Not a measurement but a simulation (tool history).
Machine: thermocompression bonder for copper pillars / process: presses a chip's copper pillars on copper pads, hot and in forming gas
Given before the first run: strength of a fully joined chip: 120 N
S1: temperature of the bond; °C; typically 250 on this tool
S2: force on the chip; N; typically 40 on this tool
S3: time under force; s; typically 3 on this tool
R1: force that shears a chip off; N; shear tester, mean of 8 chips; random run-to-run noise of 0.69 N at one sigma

{"run": 1, "day": 0.0, "S1": 250, "S2": 40, "S3": 3, "R1": 43.1}
{"run": 2, "day": 0.4, "S1": 250, "S2": 36, "S3": 3, "R1": 39.7}
{"run": 3, "day": 0.829, "S1": 250, "S2": 40, "S3": 3, "R1": 42.9}
{"run": 4, "day": 1.017, "S1": 250, "S2": 27, "S3": 3, "R1": 27.4}
{"run": 5, "day": 1.404, "S1": 260, "S2": 40, "S3": 3, "R1": 49.2}
{"run": 6, "day": 1.717, "S1": 250, "S2": 32, "S3": 3, "R1": 34.5}
{"run": 7, "day": 1.988, "S1": 250, "S2": 32, "S3": 3, "R1": 33.3}
{"day": 2.167, "done": "forming gas filter changed"}
{"run": 8, "day": 2.446, "S1": 250, "S2": 32, "S3": 3, "R1": 37}
{"run": 9, "day": 2.804, "S1": 243, "S2": 53, "S3": 3, "R1": 58.4}
{"day": 2.9, "done": "force cell calibrated"}
{"run": 10, "day": 3.204, "S1": 243, "S2": 58, "S3": 3, "R1": 65.4}
{"run": 11, "day": 3.542, "S1": 266, "S2": 57, "S3": 3, "R1": 78.6}
{"run": 12, "day": 3.962, "S1": 250, "S2": 40, "S3": 3, "R1": 49}
{"run": 13, "day": 4.317, "S1": 259, "S2": 36, "S3": 3, "R1": 47.3}
{"day": 4.521, "done": "force cell calibrated, once more"}
{"run": 14, "day": 4.696, "S1": 259, "S2": 46, "S3": 4, "R1": 65.5}

Alternative continuations, all from the tool just after run 14; predict every row:
{"run": "A", "day": 5.038, "S1": 248, "S2": 34, "S3": 2, "R1": "?"}
{"run": "B", "day": 5.038, "S1": 250, "S2": 36, "S3": 3, "R1": "?"}
{"run": "C", "day": 5.038, "S1": 225, "S2": 46, "S3": 4, "R1": "?"}

run=A R1=31.5
run=B R1=41.6
run=C R1=44.1
With no hidden state in the tool, these same runs would have given:
run=A R1=32.2
run=B R1=42.5
run=C R1=45.1
